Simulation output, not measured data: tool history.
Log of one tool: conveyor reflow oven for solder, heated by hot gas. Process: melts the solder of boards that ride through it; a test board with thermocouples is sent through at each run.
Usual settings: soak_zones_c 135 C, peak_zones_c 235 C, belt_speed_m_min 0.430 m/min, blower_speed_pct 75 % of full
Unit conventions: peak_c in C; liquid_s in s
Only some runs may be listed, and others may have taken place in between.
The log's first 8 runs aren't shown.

run	hour	soak_zones_c	peak_zones_c	belt_speed_m_min	blower_speed_pct	hours of work since the flux was cleaned out	hours of work since the belt drive was overhauled	hours of work since the thermocouples were changed	peak_c	liquid_s
9	187.7	135	235	0.430	82	358	518	843	221.9	75.4
10	201.2	135	235	0.430	82	368	528	853	222.2	77.4
11	221.9	135	235	0.430	56	384	543	868	215.9	69.0
12	243.6	135	235	0.430	56	399	559	884	215.8	69.9
13	257.0	135	235	0.430	75	409	568	894	221.0	74.6
14	287.1	135	235	0.430	75	431	590	916	220.8	75.5
15	304.0	135	235	0.430	75	443	603	928	221.0	75.2
16	325.3	135	235	0.508	75	459	618	944	215.0	58.7
17	342.6	124	235	0.512	75	472	631	956	212.7	51.1
18	357.7	138	235	0.430	63	483	642	968	218.4	73.5
# hour 380.2: flux residue cleaned out of gas plates and filters
19	390.5	121	224	0.430	51	8	662	988	202.6	46.2
20	415.3	121	235	0.506	81	26	680	1006	215.1	52.7
# hour 433.6: thermocouples of zones 6 and 7 changed
21	436.6	131	246	0.506	81	40	695	2	225.6	66.0
22	454.6	131	246	0.506	81	53	708	15	225.6	65.8
23	472.5	131	246	0.357	80	66	721	28	236.6	103.6
24	495.7	135	248	0.511	75	83	738	45	225.3	66.9
25	516.3	145	245	0.519	50	98	753	60	216.4	60.3
26	537.8	137	225	0.428	86	114	768	76	214.1	71.4
27	561.6	140	225	0.371	86	131	786	93	217.8	89.6
28	590.4	130	228	0.430	56	152	807	115	208.9	59.3
29	618.5	130	228	0.430	56	173	827	135	208.9	59.7
30	638.5	130	228	0.430	56	187	842	150	208.8	60.4
31	660.3	130	228	0.430	56	203	858	166	209.0	60.8
32	676.7	130	228	0.429	56	215	870	178	208.8	59.8

3 options for the next run, each taken on its own from the tool as it stands now. Forecast them:
A	703.6	130	228	0.408	70	235	890	197	?	?
B	703.6	125	235	0.344	63	235	890	197	?	?
C	703.6	140	228	0.431	56	235	890	197	?	?

run	peak_c	liquid_s
A	214.0	71.6
B	223.1	93.7
C	210.9	66.0
Take away the tool's hidden state, keep each run's random variation, and the runs would have read:
run	peak_c	liquid_s
A	214.1	71.7
B	223.1	93.7
C	210.9	66.1

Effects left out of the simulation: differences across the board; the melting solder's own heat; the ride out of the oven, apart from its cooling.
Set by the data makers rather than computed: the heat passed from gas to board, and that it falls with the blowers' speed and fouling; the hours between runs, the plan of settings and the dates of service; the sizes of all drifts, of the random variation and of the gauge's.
